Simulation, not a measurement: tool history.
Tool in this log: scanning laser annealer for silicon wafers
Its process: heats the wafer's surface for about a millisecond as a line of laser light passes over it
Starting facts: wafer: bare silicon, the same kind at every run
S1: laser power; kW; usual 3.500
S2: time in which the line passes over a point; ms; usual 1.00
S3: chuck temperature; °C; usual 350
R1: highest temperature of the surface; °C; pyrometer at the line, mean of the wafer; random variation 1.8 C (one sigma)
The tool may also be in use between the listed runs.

run 1 day=0.000 | S1=3.500 S2=1.00 S3=350 | R1=1045
run 2 day=2.104 | S1=3.500 S2=0.88 S3=350 | R1=1005
run 3 day=4.200 | S1=3.500 S2=0.88 S3=350 | R1=1004
run 4 day=7.450 | S1=3.500 S2=0.88 S3=350 | R1=1003
run 5 day=9.508 | S1=3.500 S2=1.00 S3=374 | R1=1065
run 6 day=11.238 | S1=3.500 S2=1.00 S3=364 | R1=1053
-- day=12.538 optics aligned, line set to its width
run 7 day=13.017 | S1=3.500 S2=1.00 S3=364 | R1=1059
run 8 day=16.642 | S1=3.500 S2=1.00 S3=364 | R1=1057
run 9 day=18.754 | S1=3.500 S2=1.00 S3=364 | R1=1054
run 10 day=21.108 | S1=3.500 S2=1.00 S3=350 | R1=1040
run 11 day=23.146 | S1=3.500 S2=1.00 S3=350 | R1=1041
run 12 day=26.404 | S1=3.500 S2=1.00 S3=350 | R1=1036
run 13 day=28.600 | S1=3.500 S2=1.00 S3=350 | R1=1033
run 14 day=31.408 | S1=3.500 S2=1.00 S3=350 | R1=1030
run 15 day=32.908 | S1=3.500 S2=1.00 S3=350 | R1=1026
run 16 day=35.388 | S1=3.500 S2=1.00 S3=350 | R1=1029
run 17 day=37.321 | S1=3.500 S2=1.00 S3=350 | R1=1028
run 18 day=40.683 | S1=3.500 S2=1.00 S3=374 | R1=1050
run 19 day=43.321 | S1=3.500 S2=1.00 S3=374 | R1=1045
run 20 day=46.912 | S1=3.500 S2=1.00 S3=374 | R1=1047
run 21 day=49.242 | S1=3.500 S2=1.00 S3=374 | R1=1044
run 22 day=51.475 | S1=3.500 S2=1.00 S3=374 | R1=1041
run 23 day=53.358 | S1=3.337 S2=1.00 S3=350 | R1=981
-- day=54.950 window over the wafer cleaned
run 24 day=55.508 | S1=3.337 S2=1.00 S3=350 | R1=1014
run 25 day=57.921 | S1=3.694 S2=1.15 S3=338 | R1=1131
run 26 day=60.946 | S1=3.694 S2=1.15 S3=338 | R1=1126
run 27 day=63.033 | S1=3.694 S2=1.15 S3=338 | R1=1123
run 28 day=65.217 | S1=3.401 S2=1.00 S3=350 | R1=1019
run 29 day=67.671 | S1=3.568 S2=0.92 S3=386 | R1=1063
run 30 day=69.350 | S1=3.568 S2=0.92 S3=386 | R1=1062
run 31 day=72.871 | S1=3.500 S2=0.81 S3=350 | R1=974
run 32 day=75.425 | S1=3.328 S2=0.81 S3=381 | R1=969
run 33 day=77.071 | S1=3.500 S2=0.86 S3=380 | R1=1016
run 34 day=78.808 | S1=3.500 S2=0.86 S3=380 | R1=1017
run 35 day=80.571 | S1=3.500 S2=0.86 S3=380 | R1=1015
run 36 day=84.196 | S1=3.301 S2=1.14 S3=380 | R1=1056
run 37 day=87.121 | S1=3.649 S2=0.94 S3=379 | R1=1065
run 38 day=90.329 | S1=3.649 S2=0.94 S3=379 | R1=1066
run 39 day=93.704 | S1=3.635 S2=1.01 S3=318 | R1=1019
run 40 day=96.829 | S1=3.635 S2=1.01 S3=318 | R1=1017
run 41 day=99.421 | S1=3.324 S2=1.00 S3=350 | R1=978

Branching from run 41: 4 alternative next runs. What would each branch give?
run A day=101.092 | S1=3.456 S2=1.00 S3=377 | R1=?
run B day=101.092 | S1=3.324 S2=1.00 S3=314 | R1=?
run C day=101.092 | S1=3.500 S2=0.93 S3=350 | R1=?
run D day=101.092 | S1=3.319 S2=1.04 S3=350 | R1=?

run=A R1=1033
run=B R1=939
run=C R1=995
run=D R1=985
Take away the tool's hidden state, keep each run's random variation, and the runs would have read:
run=A R1=1084
run=B R1=988
run=C R1=1046
run=D R1=1035

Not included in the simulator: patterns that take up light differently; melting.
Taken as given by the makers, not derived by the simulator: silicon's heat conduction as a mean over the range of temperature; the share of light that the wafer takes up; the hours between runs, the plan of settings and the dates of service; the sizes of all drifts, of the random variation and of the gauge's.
